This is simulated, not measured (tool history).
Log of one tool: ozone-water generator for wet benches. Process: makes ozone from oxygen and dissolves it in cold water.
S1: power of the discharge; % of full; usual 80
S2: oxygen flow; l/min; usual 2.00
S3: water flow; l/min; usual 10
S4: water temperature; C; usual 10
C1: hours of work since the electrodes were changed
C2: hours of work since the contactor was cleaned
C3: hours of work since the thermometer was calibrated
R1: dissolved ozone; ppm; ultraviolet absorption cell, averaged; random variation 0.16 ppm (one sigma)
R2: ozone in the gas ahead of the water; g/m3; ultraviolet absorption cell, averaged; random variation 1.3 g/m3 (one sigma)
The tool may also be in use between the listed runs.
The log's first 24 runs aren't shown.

run	hour	S1	S2	S3	S4	C1	C2	C3	R1	R2
25	2702.8	91	1.12	15	7	2218	5771	267	10.7	343.3
26	2830.0	80	1.70	14	16	2296	5849	345	12.3	272.4
27	2951.3	49	2.00	7	10	2371	5923	419	21.1	186.4
28	3051.1	65	2.50	7	17	2432	5984	480	23.9	210.8
29	3149.1	65	2.50	7	8	2492	6044	540	27.4	205.7
30	3255.8	65	2.50	7	8	2557	6109	606	27.2	207.3
# hour 3327.4: gauge calibrated
31	3353.5	80	2.00	10	10	2617	6169	665	20.4	251.2
32	3421.7	80	1.04	8	10	2659	6211	707	20.5	317.5
33	3564.1	80	2.01	8	9	2746	6298	794	26.1	250.2

3 ways to go on from here, each from the tool as it stands after run 33. What would each give?
A	3685.7	80	1.35	10	10	2820	6373	869	?	?
B	3685.7	80	2.00	10	6	2820	6373	869	?	?
C	3685.7	80	1.24	6	7	2820	6373	869	?	?

run	R1	R2
A	17.5	287.7
B	21.0	251.3
C	30.8	300.5
Without the tool's hidden state the same runs would have given:
run	R1	R2
A	17.5	287.1
B	21.0	250.7
C	30.8	299.9
